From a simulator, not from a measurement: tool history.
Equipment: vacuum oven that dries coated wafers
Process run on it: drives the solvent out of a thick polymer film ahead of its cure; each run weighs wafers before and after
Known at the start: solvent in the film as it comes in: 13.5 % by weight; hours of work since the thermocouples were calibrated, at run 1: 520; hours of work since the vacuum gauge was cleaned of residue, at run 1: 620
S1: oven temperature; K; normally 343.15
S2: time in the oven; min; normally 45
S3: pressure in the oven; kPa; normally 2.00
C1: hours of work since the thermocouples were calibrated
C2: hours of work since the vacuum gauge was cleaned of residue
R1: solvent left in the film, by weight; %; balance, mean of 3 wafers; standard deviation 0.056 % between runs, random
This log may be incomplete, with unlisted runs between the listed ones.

run     day      S1  S2    S3   C1    C2    R1
  1   0.000  343.15  45  2.00  520   620  3.47
  2   0.542  343.15  45  2.00  530   631  3.40
  3   1.433  343.15  45  2.00  547   647  3.49
  4   2.058  343.15  45  2.00  559   659  3.55
  5   2.792  343.15  45  2.00  573   673  3.34
  6   3.367  343.15  45  2.00  583   684  3.55
  7   4.233  343.15  45  2.00  600   700  3.39
  8   5.138  348.15  45  2.00  617   718  2.45
  9   5.600  343.15  45  2.00  626   726  3.42
 10   6.271  343.15  45  2.00  638   739  3.49
 11   6.792  343.15  45  2.00  648   749  3.38
 12   7.500  343.15  45  2.00  662   762  3.39
 13   8.150  343.15  67  2.00  674   774  2.22
 14   9.046  343.15  45  1.89  691   792  3.33
 15   9.721  345.15  45  2.00  704   804  2.96
 16  10.617  343.15  45  2.00  721   821  3.47
 17  11.550  343.15  45  2.00  738   839  3.50
 18  11.967  343.15  31  2.00  746   847  4.91
 19  12.488  343.15  31  2.00  756   857  4.79
     13.062  -- oven's thermocouples calibrated
 20  13.062  343.15  31  2.00    0   866  5.16
 21  13.529  338.15  45  1.82    9   875  4.83
 22  13.979  338.15  45  1.82   17   883  5.04
 23  14.638  350.15  31  7.29   30   896  4.92
 24  15.471  350.15  31  7.29   46   911  4.84
 25  16.138  332.15  45  5.26   58   924  7.58
 26  16.733  332.15  45  5.26   69   935  7.79
 27  17.583  332.15  45  5.26   85   951  7.70
 28  18.108  343.15  23  1.60   95   961  5.99
 29  18.800  350.15  23  4.74  108   974  5.28
 30  19.625  350.15  23  4.74  124   990  5.30
 31  20.075  354.15  23  4.93  133   999  4.44
 32  20.921  343.15  25  2.51  149  1015  6.11
 33  21.629  343.15  25  2.51  162  1028  6.08
 34  22.479  343.15  25  2.51  178  1044  6.12
 35  23.221  343.15  50  3.14  192  1058  3.82
 36  23.800  344.15  45  2.00  203  1069  3.56
 37  24.242  344.15  29  2.00  211  1077  5.19
 38  24.850  350.15  45  6.46  223  1089  3.61
 39  25.596  343.15  45  5.33  237  1103  4.81
 40  26.204  343.15  45  5.33  249  1115  4.76

Hidden state at the last listed run before each entry between runs and at the first one after, where it differs:
Runs 19 to 20: oven's thermocouples calibrated (day 13.062)
  true wafer temperature over the reading, C: 1.74 -> 0.05; true pressure over the reading, kPa: 0.374 -> 0.378
  measured less the result without the state, R1: -0.29 -> +0.10 %

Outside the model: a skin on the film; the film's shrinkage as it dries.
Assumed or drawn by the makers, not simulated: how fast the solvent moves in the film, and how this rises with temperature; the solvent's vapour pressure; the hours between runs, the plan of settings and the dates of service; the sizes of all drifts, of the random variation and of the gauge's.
